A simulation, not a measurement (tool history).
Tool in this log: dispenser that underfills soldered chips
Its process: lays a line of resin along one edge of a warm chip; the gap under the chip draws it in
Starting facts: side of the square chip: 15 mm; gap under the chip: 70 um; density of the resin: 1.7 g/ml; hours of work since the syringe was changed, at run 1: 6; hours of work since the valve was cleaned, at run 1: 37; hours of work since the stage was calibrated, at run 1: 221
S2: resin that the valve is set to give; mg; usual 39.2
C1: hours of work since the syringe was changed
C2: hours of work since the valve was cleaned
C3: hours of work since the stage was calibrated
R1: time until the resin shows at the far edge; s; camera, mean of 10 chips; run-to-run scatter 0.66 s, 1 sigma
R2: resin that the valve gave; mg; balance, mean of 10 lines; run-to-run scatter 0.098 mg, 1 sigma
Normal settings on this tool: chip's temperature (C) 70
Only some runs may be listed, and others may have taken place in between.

run 1 hour=0 | chip's_temperature_(C)=70 S2=39.2 | C1=6 C2=37 C3=221 | R1=94.8 R2=37.98
-- hour=8.1 new syringe of resin
run 2 hour=8.8 | chip's_temperature_(C)=70 S2=39.2 | C1=1 C2=43 C3=228 | R1=63.4 R2=37.8
run 3 hour=14.9 | chip's_temperature_(C)=70 S2=43.1 | C1=5 C2=48 C3=233 | R1=91.3 R2=41.27
run 4 hour=21.6 | chip's_temperature_(C)=70 S2=39.2 | C1=10 C2=53 C3=238 | R1=136.1 R2=37.34
-- hour=23.4 new syringe of resin
run 5 hour=29.7 | chip's_temperature_(C)=70 S2=39.2 | C1=5 C2=59 C3=244 | R1=89.2 R2=37.15
-- hour=35 dispensing valve cleaned and set on the balance
run 6 hour=35 | chip's_temperature_(C)=70 S2=39.2 | C1=8 C2=0 C3=247 | R1=113.3 R2=39.15
-- hour=39.4 new syringe of resin
run 7 hour=42.2 | chip's_temperature_(C)=70 S2=39.2 | C1=2 C2=5 C3=253 | R1=71.4 R2=38.97
run 8 hour=49.1 | chip's_temperature_(C)=70 S2=39.2 | C1=7 C2=11 C3=258 | R1=109.1 R2=38.78
run 9 hour=53.6 | chip's_temperature_(C)=70 S2=39.2 | C1=11 C2=14 C3=261 | R1=141.5 R2=38.68
-- hour=54.6 new syringe of resin
run 10 hour=60.9 | chip's_temperature_(C)=70 S2=36.2 | C1=5 C2=20 C3=267 | R1=90.2 R2=35.52
run 11 hour=65 | chip's_temperature_(C)=70 S2=36.2 | C1=8 C2=23 C3=270 | R1=116.1 R2=35.44
-- hour=70.2 new syringe of resin
run 12 hour=71.8 | chip's_temperature_(C)=70 S2=36.2 | C1=1 C2=28 C3=275 | R1=69 R2=35.43
run 13 hour=75.3 | chip's_temperature_(C)=74 S2=39.2 | C1=4 C2=30 C3=278 | R1=68.4 R2=38.04
run 14 hour=81.1 | chip's_temperature_(C)=74 S2=39.2 | C1=8 C2=35 C3=282 | R1=92.4 R2=38.11
-- hour=85.7 new syringe of resin
run 15 hour=89.8 | chip's_temperature_(C)=74 S2=39.2 | C1=3 C2=41 C3=289 | R1=64 R2=37.76
run 16 hour=97.1 | chip's_temperature_(C)=74 S2=39.2 | C1=9 C2=47 C3=294 | R1=98.9 R2=37.57
-- hour=101 new syringe of resin
run 17 hour=104 | chip's_temperature_(C)=70 S2=41.4 | C1=2 C2=52 C3=300 | R1=72.2 R2=39.4
run 18 hour=112.4 | chip's_temperature_(C)=70 S2=41.4 | C1=9 C2=59 C3=306 | R1=118.7 R2=39.35
-- hour=116.4 new syringe of resin
run 19 hour=116.5 | chip's_temperature_(C)=73 S2=34.7 | C1=0 C2=62 C3=309 | R1=55.6 R2=32.96
-- hour=119.3 dispensing valve cleaned and set on the balance
run 20 hour=125.8 | chip's_temperature_(C)=73 S2=34.7 | C1=7 C2=5 C3=315 | R1=89.3 R2=34.64
-- hour=132.5 new syringe of resin
run 21 hour=134.5 | chip's_temperature_(C)=73 S2=34.7 | C1=2 C2=12 C3=322 | R1=62.4 R2=34.45
run 22 hour=139.2 | chip's_temperature_(C)=69 S2=50.7 | C1=5 C2=15 C3=326 | R1=96.9 R2=50.3
run 23 hour=145.5 | chip's_temperature_(C)=58 S2=38.8 | C1=10 C2=20 C3=330 | R1=268.7 R2=38.24
-- hour=148.1 new syringe of resin
run 24 hour=152 | chip's_temperature_(C)=68 S2=43.1 | C1=3 C2=25 C3=335 | R1=86.5 R2=42.43
run 25 hour=159.8 | chip's_temperature_(C)=58 S2=39.2 | C1=9 C2=31 C3=341 | R1=241.4 R2=38.28
-- hour=163.1 new syringe of resin
run 26 hour=164.6 | chip's_temperature_(C)=57 S2=45.2 | C1=1 C2=34 C3=345 | R1=137.3 R2=43.83
run 27 hour=171.4 | chip's_temperature_(C)=57 S2=34.7 | C1=6 C2=40 C3=350 | R1=220.2 R2=33.72
run 28 hour=177.6 | chip's_temperature_(C)=57 S2=34.7 | C1=11 C2=44 C3=355 | R1=313.7 R2=33.36
-- hour=178.4 new syringe of resin
run 29 hour=181.5 | chip's_temperature_(C)=75 S2=48 | C1=2 C2=47 C3=358 | R1=56.8 R2=46.16
run 30 hour=189.2 | chip's_temperature_(C)=75 S2=48 | C1=8 C2=53 C3=364 | R1=90.7 R2=45.81
-- hour=193.6 new syringe of resin
run 31 hour=196.8 | chip's_temperature_(C)=70 S2=45.4 | C1=2 C2=59 C3=369 | R1=74.5 R2=43.12
run 32 hour=200.8 | chip's_temperature_(C)=70 S2=45.4 | C1=6 C2=62 C3=372 | R1=95.2 R2=43.11
-- hour=202.6 dispensing valve cleaned and set on the balance
-- hour=209.8 new syringe of resin
run 33 hour=210.6 | chip's_temperature_(C)=70 S2=45.4 | C1=1 C2=6 C3=379 | R1=63.7 R2=45.17
run 34 hour=216.9 | chip's_temperature_(C)=76 S2=50.7 | C1=5 C2=11 C3=384 | R1=66.5 R2=50.37
run 35 hour=221.6 | chip's_temperature_(C)=76 S2=50.7 | C1=9 C2=14 C3=387 | R1=88.2 R2=49.9
-- hour=225 new syringe of resin
run 36 hour=228.2 | chip's_temperature_(C)=70 S2=46.3 | C1=3 C2=19 C3=392 | R1=74.1 R2=45.58

How would selected steps in R1 from run to run divide? Give the signed amount a tool lacking its hidden state would still show from settings, what came in and random variation, and the signed amount left for the hidden state, including any gauge scatter that is not in both of the compared results.
The hidden state here: resin's viscosity, % of fresh resin's; dose that the valve gives, % of what is set; true chip temperature over the reading, C; drift of the gauge itself on fill_s, %; drift of the gauge itself on given_mg, %.
Run 22 -> 23: chip's temperature (C) 69 -> 58, S2 50.7 -> 38.8. R1 +171.8 s: hidden state +116.6, all else +55.2.
Run 23 -> 24: chip's temperature (C) 58 -> 68, S2 38.8 -> 43.1, new syringe of resin. R1 -182.2 s: hidden state -131.2, all else -51.
Run 28 -> 29: chip's temperature (C) 57 -> 75, S2 34.7 -> 48, new syringe of resin. R1 -256.9 s: hidden state -176.2, all else -80.7.

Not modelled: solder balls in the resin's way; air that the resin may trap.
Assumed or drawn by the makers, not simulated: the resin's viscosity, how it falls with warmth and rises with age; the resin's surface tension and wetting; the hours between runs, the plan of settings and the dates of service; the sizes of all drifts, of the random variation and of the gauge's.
